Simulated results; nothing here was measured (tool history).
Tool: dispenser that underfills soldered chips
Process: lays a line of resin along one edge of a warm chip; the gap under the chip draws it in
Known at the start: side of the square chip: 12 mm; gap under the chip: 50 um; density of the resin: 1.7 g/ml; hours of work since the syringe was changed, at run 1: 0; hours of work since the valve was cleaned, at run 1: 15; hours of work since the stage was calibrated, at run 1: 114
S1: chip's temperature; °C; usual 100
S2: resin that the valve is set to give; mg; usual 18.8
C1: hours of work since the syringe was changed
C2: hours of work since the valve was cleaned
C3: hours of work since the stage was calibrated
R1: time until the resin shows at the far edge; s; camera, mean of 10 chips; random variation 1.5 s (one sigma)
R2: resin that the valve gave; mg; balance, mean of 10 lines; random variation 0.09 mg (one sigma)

| run | hour | S1 | S2 | C1 | C2 | C3 | R1 | R2 |
|---|---|---|---|---|---|---|---|---|
| 1 | 0.0 | 100 | 18.8 | 0 | 15 | 114 | 146.0 | 18.57 |
| 2 | 3.1 | 100 | 21.5 | 3 | 17 | 117 | 164.9 | 21.24 |
| 3 | 7.5 | 100 | 21.5 | 6 | 21 | 120 | 196.8 | 21.21 |
|  | 10.3 | new syringe of resin |
| 4 | 10.6 | 100 | 21.5 | 0 | 23 | 122 | 146.0 | 20.96 |
| 5 | 15.2 | 100 | 21.5 | 4 | 26 | 125 | 173.3 | 21.14 |
| 6 | 18.9 | 100 | 24.1 | 6 | 29 | 128 | 203.3 | 23.44 |
|  | 20.8 | new syringe of resin |
| 7 | 22.4 | 111 | 20.6 | 1 | 31 | 130 | 112.2 | 20.19 |
| 8 | 25.6 | 111 | 20.6 | 4 | 33 | 133 | 128.5 | 20.11 |
| 9 | 30.3 | 98 | 22.9 | 7 | 37 | 136 | 219.9 | 22.14 |
|  | 31.4 | new syringe of resin |
| 10 | 33.1 | 98 | 22.9 | 1 | 39 | 138 | 160.2 | 22.02 |
| 11 | 37.1 | 101 | 22.5 | 4 | 42 | 141 | 175.0 | 21.47 |

Forecast each of these 5 alternatives for the next run:
| A | 40.9 | 88 | 22.5 | 7 | 44 | 144 | ? | ? |
| B | 40.9 | 100 | 23.7 | 7 | 44 | 144 | ? | ? |
| C | 40.9 | 94 | 18.6 | 7 | 44 | 144 | ? | ? |
| D | 40.9 | 101 | 23.2 | 7 | 44 | 144 | ? | ? |
| E | 40.9 | 91 | 18.8 | 7 | 44 | 144 | ? | ? |

| run | R1 | R2 |
|---|---|---|
| A | 298.4 | 21.44 |
| B | 213.0 | 22.78 |
| C | 257.9 | 17.97 |
| D | 207.0 | 22.30 |
| E | 279.0 | 18.00 |
Without the tool's hidden state the same runs would have given:
| run | R1 | R2 |
|---|---|---|
| A | 198.9 | 22.34 |
| B | 142.0 | 23.73 |
| C | 171.0 | 18.71 |
| D | 137.9 | 23.23 |
| E | 185.0 | 18.75 |
